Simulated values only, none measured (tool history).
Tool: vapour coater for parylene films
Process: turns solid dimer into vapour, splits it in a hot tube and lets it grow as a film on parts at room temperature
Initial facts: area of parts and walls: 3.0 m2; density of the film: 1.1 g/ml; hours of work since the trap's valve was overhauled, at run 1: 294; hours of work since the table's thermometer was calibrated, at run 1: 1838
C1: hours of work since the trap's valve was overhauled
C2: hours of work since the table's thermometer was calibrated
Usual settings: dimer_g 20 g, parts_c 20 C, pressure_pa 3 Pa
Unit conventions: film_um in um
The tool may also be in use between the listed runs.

Run 1, hour 0: usual settings; C1 294; C2 1838. Result: film_um 3.16 um.
Run 2, hour 77.9: usual settings but pressure_pa 6.93 Pa; C1 344; C2 1888. Result: film_um 2.95 um.
Run 3, hour 142.8: usual settings but pressure_pa 6.93 Pa; C1 386; C2 1930. Result: film_um 2.94 um.
Run 4, hour 181.4: usual settings but parts_c 18 C, pressure_pa 6.93 Pa; C1 411; C2 1955. Result: film_um 3.13 um.
At hour 189.4: table's thermometer calibrated.
Run 5, hour 225.7: usual settings but parts_c 23 C; C1 438; C2 23. Result: film_um 2.91 um.
Run 6, hour 291.1: usual settings but parts_c 13 C; C1 481; C2 66. Result: film_um 3.99 um.
Run 7, hour 369: usual settings but dimer_g 25 g; C1 531; C2 116. Result: film_um 4.01 um.
At hour 411.3: trap's valve overhauled.
Run 8, hour 412.8: usual settings but dimer_g 25 g; C1 1; C2 141. Result: film_um 4.03 um.
Run 9, hour 460.4: usual settings but dimer_g 25 g; C1 32; C2 172. Result: film_um 4.03 um.
Run 10, hour 523.1: usual settings but dimer_g 10 g; C1 72; C2 212. Result: film_um 1.64 um.
Run 11, hour 595.8: usual settings; C1 119; C2 259. Result: film_um 3.24 um.
Run 12, hour 648: usual settings but dimer_g 12 g; C1 152; C2 293. Result: film_um 1.95 um.
At hour 653.7: gauge calibrated.
Run 13, hour 686.7: usual settings but dimer_g 12 g; C1 177; C2 318. Result: film_um 1.9 um.
Run 14, hour 761.8: usual settings but dimer_g 12 g; C1 226; C2 366. Result: film_um 1.92 um.
Run 15, hour 818.9: usual settings but dimer_g 12 g; C1 263; C2 403. Result: film_um 1.91 um.
Run 16, hour 874.9: usual settings but dimer_g 12 g; C1 299; C2 439. Result: film_um 1.9 um.
Run 17, hour 917.5: usual settings but dimer_g 12 g; C1 326; C2 466. Result: film_um 1.96 um.
Run 18, hour 954.1: usual settings but dimer_g 12 g, pressure_pa 10.79 Pa; C1 350; C2 490. Result: film_um 1.72 um.
Run 19, hour 1019.8: usual settings but dimer_g 12 g, pressure_pa 10.79 Pa; C1 392; C2 532. Result: film_um 1.72 um.
Run 20, hour 1090.6: usual settings but parts_c 18 C; C1 438; C2 578. Result: film_um 3.44 um.
Run 21, hour 1153.3: usual settings but dimer_g 18 g, parts_c 14 C, pressure_pa 2.38 Pa; C1 478; C2 618. Result: film_um 3.58 um.
Run 22, hour 1202.3: usual settings but dimer_g 30 g, parts_c 16 C, pressure_pa 8.39 Pa; C1 510; C2 650. Result: film_um 5 um.
At hour 1275.4: trap's valve overhauled.
Run 23, hour 1275.4: usual settings but dimer_g 33 g, parts_c 13 C, pressure_pa 3.34 Pa; C1 0; C2 694. Result: film_um 6.57 um.
Run 24, hour 1331.3: usual settings but dimer_g 10 g, parts_c 15 C, pressure_pa 6.52 Pa; C1 36; C2 730. Result: film_um 1.77 um.
Run 25, hour 1380: usual settings but dimer_g 10 g, parts_c 15 C, pressure_pa 6.52 Pa; C1 67; C2 762. Result: film_um 1.76 um.
Run 26, hour 1449.9: usual settings but dimer_g 13 g, parts_c 18 C, pressure_pa 4.64 Pa; C1 112; C2 807. Result: film_um 2.18 um.
Run 27, hour 1494.9: usual settings but dimer_g 13 g, parts_c 18 C, pressure_pa 4.64 Pa; C1 141; C2 836. Result: film_um 2.2 um.

What does the tool deliver on the next run?
Run 28, hour 1569.1: usual settings but dimer_g 15 g, parts_c 30 C, pressure_pa 4.64 Pa; C1 189; C2 884. Result: film_um ?.

film_um: 1.75 um
Had the tool carried no hidden state, the very same run would have given film_um 1.69 um.
